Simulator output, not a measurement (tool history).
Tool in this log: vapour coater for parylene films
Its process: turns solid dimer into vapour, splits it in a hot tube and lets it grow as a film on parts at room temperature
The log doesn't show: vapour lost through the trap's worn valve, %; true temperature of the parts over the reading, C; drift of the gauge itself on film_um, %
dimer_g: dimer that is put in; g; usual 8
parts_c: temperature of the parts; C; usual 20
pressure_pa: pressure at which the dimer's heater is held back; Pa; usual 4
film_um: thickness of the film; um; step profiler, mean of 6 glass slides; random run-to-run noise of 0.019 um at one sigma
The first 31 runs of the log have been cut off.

run,day,dimer_g,parts_c,pressure_pa,hours of work since the trap's valve was overhauled,hours of work since the table's thermometer was calibrated,film_um
32,65.958,8,20,3.51,70,405,1.69
33,68.675,8,20,3.51,102,437,1.63
34,71.442,8,26,3.51,135,470,1.29
35,73.954,7,20,8.03,165,499,1.25
36,76.517,5,17,8.03,195,530,0.98
37,79.121,5,17,8.03,226,561,0.95
38,81.346,5,17,5.5,252,587,1
39,84.017,8,14,3.1,284,619,1.89
# day 84.417: trap's valve overhauled
40,85.692,4,15,2.22,15,636,1.11

Estimate the outcome of run 41 from the log above:
41,87.854,4,15,2.22,41,662,?

Run 41 produced film_um 1.1 um.
With no hidden state in the tool, this same run would have given film_um 1.11 um.
